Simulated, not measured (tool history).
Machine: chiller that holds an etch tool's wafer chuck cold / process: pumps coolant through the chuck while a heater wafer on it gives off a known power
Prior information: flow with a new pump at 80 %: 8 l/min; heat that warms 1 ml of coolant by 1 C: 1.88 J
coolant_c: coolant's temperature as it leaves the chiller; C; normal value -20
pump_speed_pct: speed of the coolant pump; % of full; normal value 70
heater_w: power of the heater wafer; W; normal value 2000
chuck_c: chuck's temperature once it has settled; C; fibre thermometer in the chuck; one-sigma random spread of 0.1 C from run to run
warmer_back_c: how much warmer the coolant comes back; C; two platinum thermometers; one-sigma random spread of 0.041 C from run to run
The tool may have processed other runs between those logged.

{"run": 1, "day": 0.0, "coolant_c": -20, "pump_speed_pct": 70, "heater_w": 2000, "chuck_c": -3.7, "warmer_back_c": 9.26}
{"run": 2, "day": 1.338, "coolant_c": -20, "pump_speed_pct": 70, "heater_w": 2000, "chuck_c": -3.6, "warmer_back_c": 9.12}
{"run": 3, "day": 2.583, "coolant_c": -20, "pump_speed_pct": 70, "heater_w": 2000, "chuck_c": -3.8, "warmer_back_c": 9.18}
{"run": 4, "day": 3.75, "coolant_c": -20, "pump_speed_pct": 70, "heater_w": 2000, "chuck_c": -3.7, "warmer_back_c": 9.14}
{"run": 5, "day": 5.138, "coolant_c": -20, "pump_speed_pct": 70, "heater_w": 2000, "chuck_c": -3.7, "warmer_back_c": 9.2}
{"run": 6, "day": 6.471, "coolant_c": -20, "pump_speed_pct": 70, "heater_w": 2000, "chuck_c": -3.7, "warmer_back_c": 9.13}
{"run": 7, "day": 7.504, "coolant_c": -16, "pump_speed_pct": 70, "heater_w": 2000, "chuck_c": 0.4, "warmer_back_c": 9.1}
{"run": 8, "day": 8.767, "coolant_c": -20, "pump_speed_pct": 70, "heater_w": 1566, "chuck_c": -7.2, "warmer_back_c": 7.15}
{"run": 9, "day": 10.117, "coolant_c": -20, "pump_speed_pct": 70, "heater_w": 1420, "chuck_c": -8.3, "warmer_back_c": 6.49}
{"run": 10, "day": 11.442, "coolant_c": -20, "pump_speed_pct": 73, "heater_w": 2000, "chuck_c": -4.2, "warmer_back_c": 8.66}
{"run": 11, "day": 12.488, "coolant_c": -20, "pump_speed_pct": 73, "heater_w": 2000, "chuck_c": -4.2, "warmer_back_c": 8.65}
{"run": 12, "day": 13.179, "coolant_c": -20, "pump_speed_pct": 70, "heater_w": 2000, "chuck_c": -3.7, "warmer_back_c": 9.11}
{"run": 13, "day": 14.25, "coolant_c": -20, "pump_speed_pct": 70, "heater_w": 2000, "chuck_c": -3.7, "warmer_back_c": 9.04}
{"run": 14, "day": 15.492, "coolant_c": -20, "pump_speed_pct": 90, "heater_w": 1412, "chuck_c": -10.6, "warmer_back_c": 4.8}
{"run": 15, "day": 16.321, "coolant_c": -20, "pump_speed_pct": 90, "heater_w": 1412, "chuck_c": -10.7, "warmer_back_c": 4.93}
{"run": 16, "day": 17.017, "coolant_c": -20, "pump_speed_pct": 90, "heater_w": 1412, "chuck_c": -10.8, "warmer_back_c": 4.86}
{"run": 17, "day": 17.896, "coolant_c": -21, "pump_speed_pct": 82, "heater_w": 1243, "chuck_c": -12.2, "warmer_back_c": 4.62}
{"run": 18, "day": 19.05, "coolant_c": -13, "pump_speed_pct": 70, "heater_w": 2438, "chuck_c": 7, "warmer_back_c": 11.01}
{"run": 19, "day": 19.7, "coolant_c": -13, "pump_speed_pct": 70, "heater_w": 2438, "chuck_c": 7, "warmer_back_c": 10.92}
{"run": 20, "day": 20.525, "coolant_c": -17, "pump_speed_pct": 95, "heater_w": 2606, "chuck_c": -0.6, "warmer_back_c": 8.62}
{"run": 21, "day": 21.404, "coolant_c": -25, "pump_speed_pct": 69, "heater_w": 2396, "chuck_c": -5.3, "warmer_back_c": 11.04}
{"run": 22, "day": 22.712, "coolant_c": -25, "pump_speed_pct": 69, "heater_w": 2259, "chuck_c": -6.1, "warmer_back_c": 10.36}

What does the tool deliver on the next run?
{"run": 23, "day": 23.812, "coolant_c": -20, "pump_speed_pct": 64, "heater_w": 1195, "chuck_c": "?", "warmer_back_c": "?"}

Logged for run 23: chuck_c -9.5 C, warmer_back_c 5.83 C.
Had the tool carried no hidden state, the very same run would have given chuck_c -9.5 C, warmer_back_c 6.03 C.
